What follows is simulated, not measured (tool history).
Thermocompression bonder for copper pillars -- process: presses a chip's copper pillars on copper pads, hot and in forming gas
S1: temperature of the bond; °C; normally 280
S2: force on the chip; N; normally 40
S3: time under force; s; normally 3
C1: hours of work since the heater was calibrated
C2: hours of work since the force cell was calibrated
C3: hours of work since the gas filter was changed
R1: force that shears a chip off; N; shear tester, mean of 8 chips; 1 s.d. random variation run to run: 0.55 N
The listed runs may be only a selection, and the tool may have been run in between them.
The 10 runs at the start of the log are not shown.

run   hour   S1  S2  S3   C1    C2   C3    R1
     429.4  -- forming gas filter changed
 11  429.4  297  40   3  111  1396    0  43.7
 12  475.7  297  40   3  135  1420   24  43.3
 13  509.1  297  40   3  153  1438   42  42.2
 14  560.1  280  40   3  179  1465   69  37.2
 15  583.7  280  40   3  192  1477   81  36.6
 16  633.8  280  34   3  218  1503  108  32.5
 17  676.2  280  34   3  241  1526  130  32.6
 18  728.8  280  40   7  268  1553  158  48.7
 19  772.8  280  40   7  291  1577  181  48.6
 20  808.5  298  40   3  310  1595  200  43.9
 21  849.2  298  55   4  332  1617  221  55.1
 22  880.4  259  51   3  348  1633  237  34.7

What will run 23 give?
 23  934.8  259  51   3  377  1662  266   ?

R1: 33.1 N
With no hidden state in the tool, this same run would have given R1 29.4 N.

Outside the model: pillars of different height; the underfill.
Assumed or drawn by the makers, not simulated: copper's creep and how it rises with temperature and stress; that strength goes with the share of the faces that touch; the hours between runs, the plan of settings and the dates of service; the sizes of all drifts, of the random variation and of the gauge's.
